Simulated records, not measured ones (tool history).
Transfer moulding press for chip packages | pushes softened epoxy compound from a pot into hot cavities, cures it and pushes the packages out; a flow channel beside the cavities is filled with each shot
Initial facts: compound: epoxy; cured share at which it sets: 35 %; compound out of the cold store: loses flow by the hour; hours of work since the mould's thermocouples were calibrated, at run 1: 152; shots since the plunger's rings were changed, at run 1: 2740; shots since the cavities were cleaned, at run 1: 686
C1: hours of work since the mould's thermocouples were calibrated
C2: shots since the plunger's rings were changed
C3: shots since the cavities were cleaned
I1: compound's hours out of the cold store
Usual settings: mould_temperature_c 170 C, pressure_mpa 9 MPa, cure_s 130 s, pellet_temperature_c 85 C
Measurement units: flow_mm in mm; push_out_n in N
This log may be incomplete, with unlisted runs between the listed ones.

{"run": 1, "day": 0.0, "mould_temperature_c": 170, "pressure_mpa": 9, "cure_s": 130, "pellet_temperature_c": 85, "C1": 152, "C2": 2740, "C3": 686, "I1": 43.3, "flow_mm": 843, "push_out_n": 191}
{"run": 2, "day": 0.162, "mould_temperature_c": 170, "pressure_mpa": 9, "cure_s": 130, "pellet_temperature_c": 87, "C1": 154, "C2": 2770, "C3": 716, "I1": 42.7, "flow_mm": 837, "push_out_n": 178}
{"run": 3, "day": 0.325, "mould_temperature_c": 170, "pressure_mpa": 9, "cure_s": 130, "pellet_temperature_c": 87, "C1": 156, "C2": 2800, "C3": 746, "I1": 35, "flow_mm": 867, "push_out_n": 196}
{"run": 4, "day": 0.496, "mould_temperature_c": 170, "pressure_mpa": 9, "cure_s": 130, "pellet_temperature_c": 85, "C1": 159, "C2": 2832, "C3": 778, "I1": 33.9, "flow_mm": 871, "push_out_n": 194}
{"run": 5, "day": 0.742, "mould_temperature_c": 170, "pressure_mpa": 9, "cure_s": 130, "pellet_temperature_c": 85, "C1": 162, "C2": 2878, "C3": 824, "I1": 20.1, "flow_mm": 940, "push_out_n": 189}
{"day": 1.029, "done": "cavities cleaned with cleaning compound and waxed"}
{"run": 6, "day": 1.188, "mould_temperature_c": 170, "pressure_mpa": 9, "cure_s": 130, "pellet_temperature_c": 85, "C1": 167, "C2": 2949, "C3": 29, "I1": 25.3, "flow_mm": 907, "push_out_n": 189}
{"run": 7, "day": 1.367, "mould_temperature_c": 170, "pressure_mpa": 9, "cure_s": 130, "pellet_temperature_c": 85, "C1": 170, "C2": 2983, "C3": 63, "I1": 18.9, "flow_mm": 948, "push_out_n": 192}
{"run": 8, "day": 1.738, "mould_temperature_c": 170, "pressure_mpa": 9.43, "cure_s": 130, "pellet_temperature_c": 85, "C1": 175, "C2": 3052, "C3": 132, "I1": 41.6, "flow_mm": 867, "push_out_n": 184}
{"run": 9, "day": 1.946, "mould_temperature_c": 170, "pressure_mpa": 9.43, "cure_s": 130, "pellet_temperature_c": 85, "C1": 178, "C2": 3091, "C3": 171, "I1": 14, "flow_mm": 990, "push_out_n": 202}
{"run": 10, "day": 2.25, "mould_temperature_c": 170, "pressure_mpa": 9.43, "cure_s": 130, "pellet_temperature_c": 85, "C1": 182, "C2": 3147, "C3": 227, "I1": 17.2, "flow_mm": 980, "push_out_n": 191}
{"run": 11, "day": 2.438, "mould_temperature_c": 170, "pressure_mpa": 9.43, "cure_s": 130, "pellet_temperature_c": 85, "C1": 185, "C2": 3182, "C3": 262, "I1": 10.5, "flow_mm": 1006, "push_out_n": 206}
{"run": 12, "day": 2.671, "mould_temperature_c": 170, "pressure_mpa": 9.43, "cure_s": 130, "pellet_temperature_c": 83, "C1": 188, "C2": 3226, "C3": 306, "I1": 45.7, "flow_mm": 843, "push_out_n": 190}
{"run": 13, "day": 3.021, "mould_temperature_c": 170, "pressure_mpa": 9.43, "cure_s": 130, "pellet_temperature_c": 82, "C1": 193, "C2": 3291, "C3": 371, "I1": 10.3, "flow_mm": 1006, "push_out_n": 193}
{"run": 14, "day": 3.4, "mould_temperature_c": 170, "pressure_mpa": 6.9, "cure_s": 130, "pellet_temperature_c": 85, "C1": 198, "C2": 3362, "C3": 442, "I1": 41.8, "flow_mm": 744, "push_out_n": 189}
{"run": 15, "day": 3.758, "mould_temperature_c": 170, "pressure_mpa": 6.9, "cure_s": 130, "pellet_temperature_c": 85, "C1": 203, "C2": 3428, "C3": 508, "I1": 34.2, "flow_mm": 771, "push_out_n": 200}
{"run": 16, "day": 3.942, "mould_temperature_c": 170, "pressure_mpa": 7.81, "cure_s": 125, "pellet_temperature_c": 94, "C1": 205, "C2": 3463, "C3": 543, "I1": 42.4, "flow_mm": 787, "push_out_n": 203}
{"run": 17, "day": 4.179, "mould_temperature_c": 170, "pressure_mpa": 7.81, "cure_s": 125, "pellet_temperature_c": 94, "C1": 209, "C2": 3507, "C3": 587, "I1": 18.4, "flow_mm": 880, "push_out_n": 202}
{"run": 18, "day": 4.512, "mould_temperature_c": 170, "pressure_mpa": 7.31, "cure_s": 130, "pellet_temperature_c": 85, "C1": 213, "C2": 3569, "C3": 649, "I1": 41.1, "flow_mm": 767, "push_out_n": 202}
{"run": 19, "day": 4.821, "mould_temperature_c": 170, "pressure_mpa": 8.89, "cure_s": 157, "pellet_temperature_c": 91, "C1": 217, "C2": 3627, "C3": 707, "I1": 26.7, "flow_mm": 903, "push_out_n": 164}
{"run": 20, "day": 5.017, "mould_temperature_c": 163, "pressure_mpa": 8.89, "cure_s": 156, "pellet_temperature_c": 91, "C1": 220, "C2": 3664, "C3": 744, "I1": 40.9, "flow_mm": 871, "push_out_n": 195}
{"run": 21, "day": 5.375, "mould_temperature_c": 163, "pressure_mpa": 8.89, "cure_s": 156, "pellet_temperature_c": 91, "C1": 225, "C2": 3730, "C3": 810, "I1": 8.7, "flow_mm": 1011, "push_out_n": 205}
{"run": 22, "day": 5.65, "mould_temperature_c": 163, "pressure_mpa": 8.89, "cure_s": 156, "pellet_temperature_c": 91, "C1": 229, "C2": 3781, "C3": 861, "I1": 10.3, "flow_mm": 1009, "push_out_n": 208}
{"day": 5.738, "done": "cavities cleaned with cleaning compound and waxed"}
{"run": 23, "day": 5.996, "mould_temperature_c": 175, "pressure_mpa": 10.77, "cure_s": 127, "pellet_temperature_c": 88, "C1": 233, "C2": 3834, "C3": 48, "I1": 24.1, "flow_mm": 991, "push_out_n": 177}
{"run": 24, "day": 6.233, "mould_temperature_c": 178, "pressure_mpa": 7.8, "cure_s": 129, "pellet_temperature_c": 90, "C1": 236, "C2": 3878, "C3": 92, "I1": 8.6, "flow_mm": 897, "push_out_n": 172}
{"run": 25, "day": 6.554, "mould_temperature_c": 178, "pressure_mpa": 7.8, "cure_s": 129, "pellet_temperature_c": 90, "C1": 240, "C2": 3938, "C3": 152, "I1": 23.2, "flow_mm": 837, "push_out_n": 171}
{"run": 26, "day": 6.933, "mould_temperature_c": 178, "pressure_mpa": 7.8, "cure_s": 129, "pellet_temperature_c": 90, "C1": 246, "C2": 4009, "C3": 223, "I1": 20.6, "flow_mm": 846, "push_out_n": 166}
{"run": 27, "day": 7.221, "mould_temperature_c": 168, "pressure_mpa": 9, "cure_s": 157, "pellet_temperature_c": 85, "C1": 249, "C2": 4062, "C3": 276, "I1": 14.2, "flow_mm": 976, "push_out_n": 181}
{"run": 28, "day": 7.471, "mould_temperature_c": 176, "pressure_mpa": 10.82, "cure_s": 110, "pellet_temperature_c": 82, "C1": 253, "C2": 4109, "C3": 323, "I1": 45.8, "flow_mm": 887, "push_out_n": 185}
{"run": 29, "day": 7.642, "mould_temperature_c": 176, "pressure_mpa": 8.53, "cure_s": 110, "pellet_temperature_c": 82, "C1": 255, "C2": 4141, "C3": 355, "I1": 47, "flow_mm": 790, "push_out_n": 179}
{"run": 30, "day": 8.017, "mould_temperature_c": 177, "pressure_mpa": 8.53, "cure_s": 164, "pellet_temperature_c": 84, "C1": 260, "C2": 4211, "C3": 425, "I1": 14.1, "flow_mm": 919, "push_out_n": 172}

Alternative continuations, all from the tool just after run 30; predict every row:
{"run": "A", "day": 8.333, "mould_temperature_c": 177, "pressure_mpa": 7.33, "cure_s": 145, "pellet_temperature_c": 84, "C1": 265, "C2": 4270, "C3": 484, "I1": 35.1, "flow_mm": "?", "push_out_n": "?"}
{"run": "B", "day": 8.333, "mould_temperature_c": 163, "pressure_mpa": 8.53, "cure_s": 164, "pellet_temperature_c": 95, "C1": 265, "C2": 4270, "C3": 484, "I1": 24.3, "flow_mm": "?", "push_out_n": "?"}
{"run": "C", "day": 8.333, "mould_temperature_c": 170, "pressure_mpa": 7.33, "cure_s": 157, "pellet_temperature_c": 87, "C1": 265, "C2": 4270, "C3": 484, "I1": 44.1, "flow_mm": "?", "push_out_n": "?"}

run=A flow_mm=765 push_out_n=174
run=B flow_mm=924 push_out_n=187
run=C flow_mm=745 push_out_n=177
Had the tool no hidden state, the same runs would have come out as:
run=A flow_mm=766 push_out_n=172
run=B flow_mm=925 push_out_n=185
run=C flow_mm=746 push_out_n=175
